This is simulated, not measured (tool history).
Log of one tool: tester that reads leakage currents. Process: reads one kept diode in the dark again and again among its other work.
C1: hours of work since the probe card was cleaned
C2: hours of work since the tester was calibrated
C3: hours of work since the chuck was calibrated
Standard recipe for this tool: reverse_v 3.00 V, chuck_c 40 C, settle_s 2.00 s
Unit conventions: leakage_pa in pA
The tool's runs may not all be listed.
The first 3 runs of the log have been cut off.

{"run": 4, "hour": 60.3, "reverse_v": 3.0, "chuck_c": 40, "settle_s": 2.0, "C1": 119, "C2": 777, "C3": 188, "leakage_pa": 326.98}
{"run": 5, "hour": 78.1, "reverse_v": 6.21, "chuck_c": 40, "settle_s": 2.0, "C1": 133, "C2": 792, "C3": 203, "leakage_pa": 476.22}
{"run": 6, "hour": 102.6, "reverse_v": 6.21, "chuck_c": 40, "settle_s": 7.55, "C1": 153, "C2": 811, "C3": 222, "leakage_pa": 472.78}
{"run": 7, "hour": 121.5, "reverse_v": 1.44, "chuck_c": 40, "settle_s": 2.0, "C1": 168, "C2": 826, "C3": 237, "leakage_pa": 225.9}
{"run": 8, "hour": 136.3, "reverse_v": 1.44, "chuck_c": 40, "settle_s": 2.0, "C1": 179, "C2": 838, "C3": 249, "leakage_pa": 225.64}
{"run": 9, "hour": 161.5, "reverse_v": 3.0, "chuck_c": 40, "settle_s": 2.0, "C1": 199, "C2": 858, "C3": 269, "leakage_pa": 328.13}
{"run": 10, "hour": 189.2, "reverse_v": 3.0, "chuck_c": 40, "settle_s": 2.0, "C1": 221, "C2": 879, "C3": 290, "leakage_pa": 328.05}
{"run": 11, "hour": 206.0, "reverse_v": 3.0, "chuck_c": 40, "settle_s": 2.0, "C1": 234, "C2": 893, "C3": 304, "leakage_pa": 326.81}
{"run": 12, "hour": 230.8, "reverse_v": 3.0, "chuck_c": 40, "settle_s": 2.0, "C1": 254, "C2": 912, "C3": 323, "leakage_pa": 328.27}
{"run": 13, "hour": 249.6, "reverse_v": 3.0, "chuck_c": 28, "settle_s": 2.0, "C1": 269, "C2": 927, "C3": 338, "leakage_pa": 123.81}
{"run": 14, "hour": 268.0, "reverse_v": 3.49, "chuck_c": 40, "settle_s": 2.0, "C1": 284, "C2": 942, "C3": 353, "leakage_pa": 356.22}
{"run": 15, "hour": 294.7, "reverse_v": 3.49, "chuck_c": 40, "settle_s": 4.24, "C1": 305, "C2": 963, "C3": 374, "leakage_pa": 354.73}
{"run": 16, "hour": 318.9, "reverse_v": 3.49, "chuck_c": 40, "settle_s": 4.24, "C1": 324, "C2": 982, "C3": 393, "leakage_pa": 354.7}
{"run": 17, "hour": 343.1, "reverse_v": 3.0, "chuck_c": 39, "settle_s": 0.89, "C1": 343, "C2": 1001, "C3": 412, "leakage_pa": 304.62}
{"run": 18, "hour": 373.9, "reverse_v": 3.0, "chuck_c": 32, "settle_s": 0.89, "C1": 367, "C2": 1026, "C3": 437, "leakage_pa": 172.55}
{"run": 19, "hour": 398.5, "reverse_v": 3.0, "chuck_c": 40, "settle_s": 0.52, "C1": 387, "C2": 1045, "C3": 456, "leakage_pa": 328.1}
{"run": 20, "hour": 424.9, "reverse_v": 1.85, "chuck_c": 33, "settle_s": 0.61, "C1": 408, "C2": 1066, "C3": 477, "leakage_pa": 147.22}
{"run": 21, "hour": 442.4, "reverse_v": 1.85, "chuck_c": 33, "settle_s": 0.61, "C1": 421, "C2": 1080, "C3": 491, "leakage_pa": 147.36}

What will run 22 give?
{"run": 22, "hour": 457.5, "reverse_v": 2.26, "chuck_c": 46, "settle_s": 0.75, "C1": 433, "C2": 1092, "C3": 503, "leakage_pa": "?"}

Run 22 measured leakage_pa 449.34 pA.
Without the tool's hidden state the same run would have given leakage_pa 449.00 pA.

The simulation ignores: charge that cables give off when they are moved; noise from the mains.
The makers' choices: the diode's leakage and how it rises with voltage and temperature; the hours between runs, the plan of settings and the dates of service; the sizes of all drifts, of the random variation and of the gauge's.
